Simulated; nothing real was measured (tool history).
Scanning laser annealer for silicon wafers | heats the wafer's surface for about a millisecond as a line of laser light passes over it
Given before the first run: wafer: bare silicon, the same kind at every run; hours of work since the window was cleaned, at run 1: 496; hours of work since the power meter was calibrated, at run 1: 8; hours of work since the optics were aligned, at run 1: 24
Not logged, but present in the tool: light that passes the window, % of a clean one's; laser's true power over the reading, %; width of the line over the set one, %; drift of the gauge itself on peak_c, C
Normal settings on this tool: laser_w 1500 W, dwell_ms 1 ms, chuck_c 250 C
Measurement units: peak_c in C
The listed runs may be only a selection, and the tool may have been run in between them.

run,day,laser_w,dwell_ms,chuck_c,hours of work since the window was cleaned,hours of work since the power meter was calibrated,hours of work since the optics were aligned,peak_c
1,0,1500,1,250,496,8,24,1014
2,0.717,1628,1,250,508,20,36,1100
3,1.117,1628,1,250,514,27,43,1101
4,1.733,1628,1,253,525,37,53,1102
5,2.325,1628,1,253,535,47,63,1101
# day 2.612: window over the wafer cleaned
6,2.804,1628,1,253,3,54,70,1164
7,3.15,1628,1,253,9,60,76,1160
8,3.696,1500,1.07,250,18,69,85,1102
9,4.504,1500,0.87,250,32,83,98,1001
10,5.071,1500,0.87,250,42,92,108,997
11,5.712,1500,0.87,250,52,103,119,999
12,6.183,1500,0.87,250,60,111,127,999
13,6.6,1293,0.87,250,67,118,134,865
14,7.242,1293,0.87,250,78,129,145,864
15,7.846,1293,0.87,250,89,139,155,862
16,8.196,1591,0.75,290,94,145,161,1029
17,9.012,1591,0.75,290,108,159,175,1027
# day 9.188: laser's power meter calibrated
18,9.712,1591,0.8,290,118,9,184,1052
19,10.079,1526,1.17,277,124,15,191,1181
20,10.912,1450,0.92,277,138,29,205,1007
21,11.45,1450,0.92,277,147,38,214,1005
22,12.146,1450,0.92,277,159,50,226,1003
# day 12.712: laser's power meter calibrated, once more
23,12.967,1392,1.08,230,171,4,237,993
24,13.654,1478,0.74,230,183,16,249,888
25,14.133,1388,0.79,251,191,24,257,880
26,14.817,1613,0.79,282,202,36,269,1046
27,15.612,1627,1.24,279,216,49,282,1290
28,16.433,1627,1.24,279,230,63,296,1289

Branching from run 28: 3 alternative next runs. What would each branch give?
A,16.779,1500,1,235,235,69,302,?
B,16.779,1627,1.24,244,235,69,302,?
C,16.779,1500,1,211,235,69,302,?

run,peak_c
A,1033
B,1252
C,1003
With the hidden condition removed and each run's random variation left untouched, the same runs would have given:
run,peak_c
A,1060
B,1287
C,1030

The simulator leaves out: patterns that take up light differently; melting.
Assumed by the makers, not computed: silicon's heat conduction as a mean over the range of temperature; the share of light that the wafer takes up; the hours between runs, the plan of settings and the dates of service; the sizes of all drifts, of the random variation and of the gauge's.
